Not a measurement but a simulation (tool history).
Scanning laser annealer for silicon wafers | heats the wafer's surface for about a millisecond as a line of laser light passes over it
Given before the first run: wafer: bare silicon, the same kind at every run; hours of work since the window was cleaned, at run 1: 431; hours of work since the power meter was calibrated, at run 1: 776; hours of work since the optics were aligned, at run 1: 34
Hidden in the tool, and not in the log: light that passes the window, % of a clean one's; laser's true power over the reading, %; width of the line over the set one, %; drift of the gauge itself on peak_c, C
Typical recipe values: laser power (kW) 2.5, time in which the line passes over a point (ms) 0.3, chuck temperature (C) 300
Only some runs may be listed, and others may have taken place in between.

| run | day | laser power (kW) | time in which the line passes over a point (ms) | chuck temperature (C) | hours of work since the window was cleaned | hours of work since the power meter was calibrated | hours of work since the optics were aligned | highest temperature of the surface (C) |
|---|---|---|---|---|---|---|---|---|
| 1 | 0 | 2.5 | 0.3 | 300 | 431 | 776 | 34 | 1051 |
| 2 | 1.717 | 2.5 | 0.3 | 297 | 449 | 794 | 52 | 1044 |
| 3 | 3.829 | 2.5 | 0.3 | 300 | 470 | 816 | 74 | 1052 |
| 4 | 5.242 | 2.5 | 0.3 | 300 | 485 | 830 | 89 | 1049 |
| 5 | 7.829 | 2.5 | 0.3 | 300 | 512 | 857 | 115 | 1050 |
| 6 | 9.896 | 2.5 | 0.219 | 300 | 533 | 879 | 137 | 927 |
| 7 | 12.538 | 2.5 | 0.236 | 300 | 561 | 906 | 164 | 951 |
| 8 | 14.1 | 2.5 | 0.367 | 300 | 577 | 922 | 180 | 1140 |
| 9 | 16.354 | 2.5 | 0.354 | 300 | 600 | 945 | 204 | 1123 |
| 10 | 18.458 | 2.5 | 0.3 | 299 | 622 | 967 | 225 | 1047 |
| 11 | 21.058 | 2.5 | 0.3 | 299 | 649 | 994 | 252 | 1050 |
| 12 | 22.958 | 2.5 | 0.3 | 299 | 668 | 1014 | 272 | 1050 |
|  | 24.588 | window over the wafer cleaned |
| 13 | 25.017 | 2.5 | 0.3 | 299 | 4 | 1034 | 292 | 1049 |
| 14 | 27.417 | 2.5 | 0.3 | 299 | 29 | 1059 | 317 | 1047 |
| 15 | 29.546 | 2.5 | 0.3 | 299 | 51 | 1081 | 339 | 1052 |
| 16 | 31.938 | 2.5 | 0.3 | 302 | 76 | 1106 | 364 | 1054 |
| 17 | 34.8 | 2.5 | 0.3 | 300 | 106 | 1135 | 394 | 1050 |
| 18 | 36.554 | 2.5 | 0.3 | 300 | 124 | 1154 | 412 | 1052 |
| 19 | 38.921 | 2.5 | 0.3 | 300 | 148 | 1178 | 436 | 1046 |
| 20 | 40.162 | 2.5 | 0.3 | 300 | 161 | 1191 | 449 | 1050 |
| 21 | 41.567 | 2.5 | 0.235 | 318 | 176 | 1205 | 464 | 972 |
| 22 | 42.867 | 2.284 | 0.215 | 295 | 189 | 1219 | 477 | 861 |
| 23 | 45.588 | 2.284 | 0.215 | 295 | 217 | 1247 | 505 | 864 |
| 24 | 47.842 | 2.392 | 0.3 | 309 | 241 | 1270 | 528 | 1029 |
| 25 | 50.358 | 2.495 | 0.264 | 282 | 267 | 1296 | 555 | 980 |
| 26 | 52.767 | 2.14 | 0.264 | 316 | 292 | 1321 | 579 | 917 |
| 27 | 54.783 | 2.14 | 0.354 | 316 | 312 | 1342 | 600 | 1024 |
| 28 | 56.242 | 2.14 | 0.354 | 316 | 328 | 1357 | 615 | 1024 |
| 29 | 58.371 | 2.14 | 0.354 | 316 | 350 | 1379 | 637 | 1025 |
| 30 | 60.075 | 2.5 | 0.223 | 291 | 367 | 1397 | 655 | 926 |
| 31 | 62.683 | 2.5 | 0.223 | 291 | 394 | 1424 | 682 | 923 |
| 32 | 65.492 | 2.5 | 0.238 | 291 | 423 | 1453 | 711 | 947 |
| 33 | 67.275 | 2.355 | 0.257 | 317 | 442 | 1471 | 730 | 966 |
| 34 | 69.908 | 2.494 | 0.257 | 331 | 469 | 1499 | 757 | 1014 |
| 35 | 72.775 | 2.15 | 0.221 | 311 | 499 | 1528 | 786 | 857 |
| 36 | 75.104 | 2.234 | 0.249 | 311 | 523 | 1552 | 811 | 916 |
| 37 | 77.596 | 2.234 | 0.226 | 317 | 548 | 1578 | 836 | 890 |
| 38 | 78.896 | 2.5 | 0.216 | 280 | 562 | 1592 | 850 | 903 |
| 39 | 81.867 | 2.69 | 0.284 | 286 | 593 | 1622 | 881 | 1067 |

Branching from run 39: 3 alternative next runs. What would each branch give?
| A | 83.712 | 2.624 | 0.31 | 303 | 612 | 1642 | 900 | ? |
| B | 83.712 | 2.368 | 0.212 | 262 | 612 | 1642 | 900 | ? |
| C | 83.712 | 2.664 | 0.286 | 325 | 612 | 1642 | 900 | ? |

| run | highest temperature of the surface (C) |
|---|---|
| A | 1106 |
| B | 843 |
| C | 1100 |
With no hidden state in the tool, these same runs would have given:
| run | highest temperature of the surface (C) |
|---|---|
| A | 1107 |
| B | 844 |
| C | 1101 |
